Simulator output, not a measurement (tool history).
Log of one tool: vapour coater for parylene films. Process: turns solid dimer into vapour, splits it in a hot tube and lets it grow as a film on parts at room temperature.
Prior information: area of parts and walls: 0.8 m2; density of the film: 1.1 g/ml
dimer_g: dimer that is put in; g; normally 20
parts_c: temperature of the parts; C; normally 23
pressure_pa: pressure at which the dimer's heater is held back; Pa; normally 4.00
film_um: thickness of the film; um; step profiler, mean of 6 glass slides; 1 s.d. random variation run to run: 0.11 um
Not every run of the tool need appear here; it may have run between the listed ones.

{"run": 1, "hour": 0.0, "dimer_g": 20, "parts_c": 23, "pressure_pa": 4.0, "film_um": 13.19}
{"run": 2, "hour": 24.6, "dimer_g": 20, "parts_c": 23, "pressure_pa": 4.0, "film_um": 13.11}
{"run": 3, "hour": 42.8, "dimer_g": 20, "parts_c": 23, "pressure_pa": 4.0, "film_um": 13.17}
{"run": 4, "hour": 63.0, "dimer_g": 20, "parts_c": 23, "pressure_pa": 4.0, "film_um": 13.19}
{"run": 5, "hour": 81.6, "dimer_g": 20, "parts_c": 23, "pressure_pa": 4.0, "film_um": 13.2}
{"run": 6, "hour": 99.2, "dimer_g": 20, "parts_c": 23, "pressure_pa": 6.87, "film_um": 12.33}
{"run": 7, "hour": 123.5, "dimer_g": 20, "parts_c": 23, "pressure_pa": 4.0, "film_um": 13.11}
{"run": 8, "hour": 137.8, "dimer_g": 20, "parts_c": 23, "pressure_pa": 4.0, "film_um": 13.07}
{"run": 9, "hour": 148.3, "dimer_g": 20, "parts_c": 23, "pressure_pa": 4.0, "film_um": 13.1}
{"run": 10, "hour": 171.3, "dimer_g": 17, "parts_c": 23, "pressure_pa": 4.0, "film_um": 11.21}
{"run": 11, "hour": 184.0, "dimer_g": 17, "parts_c": 23, "pressure_pa": 4.0, "film_um": 11.09}
{"run": 12, "hour": 205.1, "dimer_g": 20, "parts_c": 23, "pressure_pa": 3.96, "film_um": 13.12}
{"run": 13, "hour": 224.5, "dimer_g": 20, "parts_c": 23, "pressure_pa": 3.96, "film_um": 13.19}
{"run": 14, "hour": 241.3, "dimer_g": 20, "parts_c": 23, "pressure_pa": 4.63, "film_um": 12.88}
{"run": 15, "hour": 263.9, "dimer_g": 25, "parts_c": 21, "pressure_pa": 4.0, "film_um": 17.24}
{"run": 16, "hour": 287.0, "dimer_g": 8, "parts_c": 21, "pressure_pa": 5.32, "film_um": 5.44}
{"run": 17, "hour": 311.5, "dimer_g": 8, "parts_c": 21, "pressure_pa": 5.32, "film_um": 5.31}
{"run": 18, "hour": 335.6, "dimer_g": 8, "parts_c": 21, "pressure_pa": 5.32, "film_um": 5.35}
{"run": 19, "hour": 348.8, "dimer_g": 13, "parts_c": 33, "pressure_pa": 2.74, "film_um": 6.87}
{"hour": 357.4, "done": "trap's valve overhauled"}
{"run": 20, "hour": 369.0, "dimer_g": 13, "parts_c": 33, "pressure_pa": 2.74, "film_um": 6.96}
{"run": 21, "hour": 381.6, "dimer_g": 13, "parts_c": 27, "pressure_pa": 2.74, "film_um": 8.08}
{"run": 22, "hour": 401.6, "dimer_g": 25, "parts_c": 29, "pressure_pa": 7.86, "film_um": 13.36}
{"run": 23, "hour": 420.0, "dimer_g": 18, "parts_c": 24, "pressure_pa": 2.35, "film_um": 12.14}
{"run": 24, "hour": 444.8, "dimer_g": 18, "parts_c": 24, "pressure_pa": 2.35, "film_um": 12.19}
{"run": 25, "hour": 469.2, "dimer_g": 11, "parts_c": 23, "pressure_pa": 4.0, "film_um": 7.21}
{"run": 26, "hour": 481.1, "dimer_g": 27, "parts_c": 25, "pressure_pa": 4.0, "film_um": 16.96}
{"run": 27, "hour": 503.0, "dimer_g": 18, "parts_c": 20, "pressure_pa": 2.39, "film_um": 13.51}
{"run": 28, "hour": 522.2, "dimer_g": 20, "parts_c": 21, "pressure_pa": 4.0, "film_um": 13.78}

Consider 4 possible next runs. They are alternatives, not a sequence: every one starts from the tool as it was left by run 28. What does each give?
{"run": "A", "hour": 544.7, "dimer_g": 23, "parts_c": 32, "pressure_pa": 4.0, "film_um": "?"}
{"run": "B", "hour": 544.7, "dimer_g": 20, "parts_c": 28, "pressure_pa": 4.0, "film_um": "?"}
{"run": "C", "hour": 544.7, "dimer_g": 20, "parts_c": 21, "pressure_pa": 3.52, "film_um": "?"}
{"run": "D", "hour": 544.7, "dimer_g": 10, "parts_c": 21, "pressure_pa": 6.59, "film_um": "?"}

run=A film_um=12.11
run=B film_um=11.52
run=C film_um=14.09
run=D film_um=6.53
Stripped of hidden state, with their random variation kept, the same runs would have yielded:
run=A film_um=12.11
run=B film_um=11.52
run=C film_um=14.08
run=D film_um=6.53

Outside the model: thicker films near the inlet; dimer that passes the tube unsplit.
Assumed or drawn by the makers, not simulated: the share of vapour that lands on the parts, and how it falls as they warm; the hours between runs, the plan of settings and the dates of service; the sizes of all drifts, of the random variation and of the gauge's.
